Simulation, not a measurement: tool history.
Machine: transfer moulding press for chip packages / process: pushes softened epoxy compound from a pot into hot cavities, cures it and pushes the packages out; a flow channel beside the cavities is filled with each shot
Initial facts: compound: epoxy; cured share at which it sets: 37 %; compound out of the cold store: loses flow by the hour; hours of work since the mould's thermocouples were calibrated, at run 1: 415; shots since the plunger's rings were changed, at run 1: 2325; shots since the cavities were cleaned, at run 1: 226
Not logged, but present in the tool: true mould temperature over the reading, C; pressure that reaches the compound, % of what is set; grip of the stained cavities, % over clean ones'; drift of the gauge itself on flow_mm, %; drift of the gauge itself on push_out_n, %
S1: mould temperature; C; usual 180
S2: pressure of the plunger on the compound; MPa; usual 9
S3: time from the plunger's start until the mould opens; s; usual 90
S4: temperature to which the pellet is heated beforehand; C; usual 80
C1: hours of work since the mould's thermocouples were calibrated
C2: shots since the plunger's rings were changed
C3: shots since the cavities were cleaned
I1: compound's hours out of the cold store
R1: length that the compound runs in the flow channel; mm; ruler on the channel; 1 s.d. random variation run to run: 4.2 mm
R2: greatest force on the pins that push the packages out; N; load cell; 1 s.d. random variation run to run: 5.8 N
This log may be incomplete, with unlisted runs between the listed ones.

run 1 day=0 | S1=180 S2=9 S3=90 S4=80 | C1=415 C2=2325 C3=226 | I1=18 | R1=725 R2=216
run 2 day=0.567 | S1=180 S2=9 S3=90 S4=80 | C1=421 C2=2460 C3=361 | I1=39.1 | R1=698 R2=215
run 3 day=1.375 | S1=177 S2=9 S3=90 S4=80 | C1=430 C2=2654 C3=555 | I1=14.1 | R1=756 R2=256
-- day=1.65 cavities cleaned with cleaning compound and waxed
run 4 day=2.471 | S1=177 S2=9 S3=90 S4=80 | C1=441 C2=2902 C3=196 | I1=28.5 | R1=726 R2=238
run 5 day=3.583 | S1=177 S2=9 S3=90 S4=80 | C1=454 C2=3168 C3=462 | I1=17.7 | R1=747 R2=252
-- day=4.312 cavities cleaned with cleaning compound and waxed
run 6 day=4.358 | S1=177 S2=9 S3=90 S4=80 | C1=461 C2=3339 C3=11 | I1=45.3 | R1=691 R2=239
run 7 day=5.221 | S1=172 S2=9 S3=122 S4=85 | C1=471 C2=3545 C3=217 | I1=37.2 | R1=728 R2=204
run 8 day=5.904 | S1=181 S2=7.03 S3=122 S4=85 | C1=479 C2=3709 C3=381 | I1=28.9 | R1=618 R2=182

Expected results for the next run?
run 9 day=6.638 | S1=180 S2=9 S3=84 S4=80 | C1=487 C2=3884 C3=556 | I1=33.9 | R1=? R2=?

R1: 700 mm
R2: 226 N
Had the tool carried no hidden state, the very same run would have given R1 701 mm, R2 223 N.
